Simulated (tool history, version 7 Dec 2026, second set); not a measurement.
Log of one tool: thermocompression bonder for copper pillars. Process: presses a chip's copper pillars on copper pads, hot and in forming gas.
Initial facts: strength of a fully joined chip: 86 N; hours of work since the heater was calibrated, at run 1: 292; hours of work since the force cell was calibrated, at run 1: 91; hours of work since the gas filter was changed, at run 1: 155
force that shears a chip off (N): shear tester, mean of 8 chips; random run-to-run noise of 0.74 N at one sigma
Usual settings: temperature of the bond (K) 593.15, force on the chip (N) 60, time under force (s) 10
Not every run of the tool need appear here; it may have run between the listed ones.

run	hour	temperature of the bond (K)	force on the chip (N)	time under force (s)	hours of work since the heater was calibrated	hours of work since the force cell was calibrated	hours of work since the gas filter was changed	force that shears a chip off (N)
1	0	593.15	60	10	292	91	155	47
2	18	593.15	60	28	302	102	166	65
3	35.6	593.15	60	5	312	112	176	38.4
4	48.3	593.15	60	5	320	120	184	38.1
5	66.1	593.15	60	5	330	130	194	38.2
# hour 75.1: forming gas filter changed
6	77.4	593.15	60	5	337	136	1	40.3
7	87.9	593.15	60	5	343	142	7	40.9
8	109.2	593.15	60	5	355	155	20	40.4
# hour 112.8: force cell calibrated
9	122.1	589.15	87	10	362	5	27	59.6
10	138.8	589.15	87	10	372	15	36	60.3
11	156.7	589.15	87	10	382	26	47	59.9
12	173.8	589.15	57	10	392	36	57	44.3

Estimate the outcome of run 13 from the log above:
13	195.2	596.15	60	10	404	48	69	?

{"run 13": {"force that shears a chip off (N)": 50.2}}
Take away the tool's hidden state, keep the run-to-run variation as it was, and the same run would have given force that shears a chip off (N) 56.4.
